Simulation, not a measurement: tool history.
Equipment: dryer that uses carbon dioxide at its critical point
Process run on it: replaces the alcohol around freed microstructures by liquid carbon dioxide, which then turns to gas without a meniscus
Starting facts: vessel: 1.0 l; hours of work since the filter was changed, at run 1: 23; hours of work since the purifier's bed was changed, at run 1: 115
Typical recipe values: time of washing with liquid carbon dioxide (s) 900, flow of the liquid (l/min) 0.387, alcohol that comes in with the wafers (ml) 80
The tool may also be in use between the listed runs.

run,hour,time of washing with liquid carbon dioxide (s),flow of the liquid (l/min),alcohol that comes in with the wafers (ml),hours of work since the filter was changed,hours of work since the purifier's bed was changed,alcohol left in the vessel before it's heated (ppm by volume)
1,0.0,900,0.387,80,23,115,1079
2,47.2,900,0.387,51,42,134,712
3,75.4,900,0.387,51,54,145,721
4,106.5,900,0.387,51,66,158,726
5,149.2,900,0.387,61,83,175,887
6,191.7,900,0.387,117,100,192,1712
7,239.1,720,0.387,80,119,211,2732
8,281.9,900,0.366,70,136,228,1299
9,324.1,960,0.530,84,153,245,195
10,348.0,1260,0.586,84,163,255,24
11,385.2,660,0.586,84,178,269,769
12,409.4,660,0.586,84,187,279,772
13,446.8,900,0.550,53,202,294,156

Here are 3 independent what-if runs from the current tool condition. What would each one return?
A,476.6,1200,0.289,41,214,306,?
B,476.6,720,0.438,92,214,306,?
C,476.6,1320,0.550,53,214,306,?

run,alcohol left in the vessel before it's heated (ppm by volume)
A,681
B,2107
C,20
Take away the tool's hidden state, keep each run's random variation, and the runs would have read:
run,alcohol left in the vessel before it's heated (ppm by volume)
A,560
B,1781
C,5
